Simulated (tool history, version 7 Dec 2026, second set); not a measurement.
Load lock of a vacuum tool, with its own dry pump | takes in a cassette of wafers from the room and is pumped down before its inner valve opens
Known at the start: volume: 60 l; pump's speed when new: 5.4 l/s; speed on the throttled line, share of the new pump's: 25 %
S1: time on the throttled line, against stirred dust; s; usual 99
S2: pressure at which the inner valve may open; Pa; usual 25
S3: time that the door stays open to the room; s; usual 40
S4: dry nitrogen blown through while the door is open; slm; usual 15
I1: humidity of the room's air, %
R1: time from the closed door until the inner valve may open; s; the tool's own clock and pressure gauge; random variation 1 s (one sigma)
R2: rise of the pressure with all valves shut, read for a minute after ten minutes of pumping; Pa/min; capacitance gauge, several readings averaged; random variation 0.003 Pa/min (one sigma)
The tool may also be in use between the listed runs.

Run 1, hour 0: usual settings; I1 43.4. Result: R1 176.3 s, R2 0.399 Pa/min.
Run 2, hour 245.2: usual settings but S1 102 s; I1 45.7. Result: R1 177.4 s, R2 0.419 Pa/min.
Run 3, hour 422.1: usual settings but S1 102 s; I1 43.5. Result: R1 179.5 s, R2 0.448 Pa/min.
Run 4, hour 644.3: usual settings but S4 12 slm; I1 47.3. Result: R1 177.9 s, R2 0.476 Pa/min.
At hour 825: door's seal changed, seat wiped.
Run 5, hour 1027.1: usual settings but S4 12 slm; I1 44. Result: R1 178.4 s, R2 0.025 Pa/min.
Run 6, hour 1204.1: usual settings but S3 124 s; I1 48.4. Result: R1 177.7 s, R2 0.059 Pa/min.
Run 7, hour 1427.2: usual settings; I1 44.1. Result: R1 177.1 s, R2 0.034 Pa/min.
Run 8, hour 1810.5: usual settings; I1 46.1. Result: R1 177 s, R2 0.051 Pa/min.
Run 9, hour 2149.9: usual settings; I1 47. Result: R1 177.8 s, R2 0.062 Pa/min.
Run 10, hour 2401.8: usual settings but S1 147 s; I1 40.1. Result: R1 212.9 s, R2 0.072 Pa/min.
Run 11, hour 2781.5: usual settings but S1 133 s, S3 96 s; I1 41.2. Result: R1 204.2 s, R2 0.099 Pa/min.
Run 12, hour 3112.3: usual settings but S1 133 s, S3 96 s; I1 45.8. Result: R1 203.4 s, R2 0.125 Pa/min.
Run 13, hour 3300: usual settings but S2 43 Pa, S3 219 s; I1 42.9. Result: R1 171.7 s, R2 0.16 Pa/min.
Run 14, hour 3491.8: usual settings but S2 39 Pa; I1 46.6. Result: R1 173.7 s, R2 0.129 Pa/min.
Run 15, hour 3848.5: usual settings but S2 39 Pa; I1 43.1. Result: R1 172.4 s, R2 0.144 Pa/min.
Run 16, hour 4014.2: usual settings but S2 39 Pa; I1 43.7. Result: R1 173.9 s, R2 0.167 Pa/min.
Run 17, hour 4353.7: usual settings but S1 172 s, S2 42 Pa, S4 12 slm; I1 42.5. Result: R1 223.7 s, R2 0.189 Pa/min.
Run 18, hour 4671.6: usual settings but S1 57 s, S2 42 Pa, S3 30 s, S4 14 slm; I1 43.8. Result: R1 145.4 s, R2 0.2 Pa/min.
Run 19, hour 5013.1: usual settings but S1 57 s, S2 44 Pa, S3 30 s, S4 14 slm; I1 41.9. Result: R1 146.6 s, R2 0.236 Pa/min.

4 ways to go on from here, each from the tool as it stands after run 19. What would each give?
Run A, hour 5328.5: usual settings but S2 23 Pa, S3 45 s; I1 46.1. Result: R1 ?, R2 ?.
Run B, hour 5328.5: usual settings but S3 65 s; I1 44.6. Result: R1 ?, R2 ?.
Run C, hour 5328.5: usual settings but S1 165 s, S4 25 slm; I1 45.6. Result: R1 ?, R2 ?.
Run D, hour 5328.5: usual settings but S1 57 s, S2 33 Pa, S3 30 s, S4 7 slm; I1 42.8. Result: R1 ?, R2 ?.

run     R1     R2
  A  182.8   0.27
  B  179.9  0.269
  C  227.5   0.26
  D  149.4  0.271
Without the tool's hidden state the same runs would have given:
run     R1     R2
  A  167.3  0.021
  B  164.7  0.022
  C  215.9  0.014
  D  132.3  0.024

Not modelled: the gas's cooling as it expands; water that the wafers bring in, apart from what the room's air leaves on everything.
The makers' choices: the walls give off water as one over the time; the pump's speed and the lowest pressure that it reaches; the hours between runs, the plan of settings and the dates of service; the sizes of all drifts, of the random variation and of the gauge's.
